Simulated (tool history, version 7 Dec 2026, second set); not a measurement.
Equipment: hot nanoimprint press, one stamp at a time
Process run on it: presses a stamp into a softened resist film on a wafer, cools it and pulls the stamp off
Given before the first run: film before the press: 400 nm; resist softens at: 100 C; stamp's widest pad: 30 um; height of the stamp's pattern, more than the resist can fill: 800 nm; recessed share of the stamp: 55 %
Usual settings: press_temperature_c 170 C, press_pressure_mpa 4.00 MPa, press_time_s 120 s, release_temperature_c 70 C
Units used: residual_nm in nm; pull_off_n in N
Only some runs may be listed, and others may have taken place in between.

run   hour  press_temperature_c  press_pressure_mpa  press_time_s  release_temperature_c  residual_nm  pull_off_n
  1    0.0                  170                4.00           120                     70        220.8         222
  2   19.7                  170                4.00           120                     72        220.0         234
  3   39.1                  170                4.00           120                     72        219.5         233
  4   54.4                  170                4.00           120                     72        221.1         230
  5   76.8                  170                4.00           174                     70        194.8         241
  6   99.2                  170                4.00           120                     70        219.6         238
  7  111.0                  170                4.00            70                     70        258.4         239
  8  130.1                  170                4.00            70                     70        257.8         249
  9  141.9                  170                4.00            70                     70        257.7         245
 10  160.0                  170                4.00            70                     70        258.5         241
 11  176.9                  170                4.00           120                     70        219.6         245
 12  197.6                  170                4.00           120                     70        219.3         250
 13  207.8                  170                4.00           120                     55        219.4         290
 14  228.2                  170                4.00           120                     55        219.6         297
 15  247.4                  170                4.00           120                     55        219.8         303
     271.1  -- stamp cleaned and given a new release coat
 16  272.0                  170                4.00           120                     55        219.3         196
 17  287.7                  159                4.46           123                     74        284.7         165
 18  311.0                  168                4.00           156                     70        213.6         175
     315.9  -- plate thermocouple calibrated
 19  337.0                  170                4.00           120                     72        217.3         181
 20  355.3                  170                3.76            91                     70        243.9         173
 21  378.1                  170                5.55           238                     78        145.6         168
 22  395.1                  170                5.55           238                     78        145.5         164
 23  416.3                  170                4.17           238                     68        169.0         185
 24  426.1                  170                4.17           238                     68        169.0         197
     431.3  -- plate thermocouple calibrated, once more
 25  452.1                  171                2.48           140                     69        251.9         198
 26  465.3                  174                4.00           165                     59        176.0         210
 27  482.5                  170                2.85           118                     70        254.5         195
 28  505.6                  170                2.85           118                     70        254.5         199
 29  526.8                  170                2.85           118                     70        255.2         201

How would selected steps in residual_nm from run to run divide? Give the signed amount a tool lacking its hidden state would still show from settings, what came in and random variation, and the signed amount left for the hidden state, including any gauge scatter that is not in both of the compared results.
Unlogged tool condition in this case: true temperature over the reading, C; pressure that arrives at the usual setting, %; grip of the stamp's worn release coat, % over a new coat's; drift of the gauge itself on residual_nm, %; drift of the gauge itself on pull_off_n, %.
Run 18 -> 19: press_temperature_c 168 -> 170, press_time_s 156 -> 120, release_temperature_c 70 -> 72, plate thermocouple calibrated. residual_nm +3.7 nm: hidden state -0.6, all else +4.3.
Run 20 -> 21: press_pressure_mpa 3.76 -> 5.55, press_time_s 91 -> 238, release_temperature_c 70 -> 78. residual_nm -98.3 nm: hidden state +0.5, all else -98.8.
Run 24 -> 25: press_temperature_c 170 -> 171, press_pressure_mpa 4.17 -> 2.48, press_time_s 238 -> 140, release_temperature_c 68 -> 69, plate thermocouple calibrated, once more. residual_nm +82.9 nm: hidden state +2.5, all else +80.4.
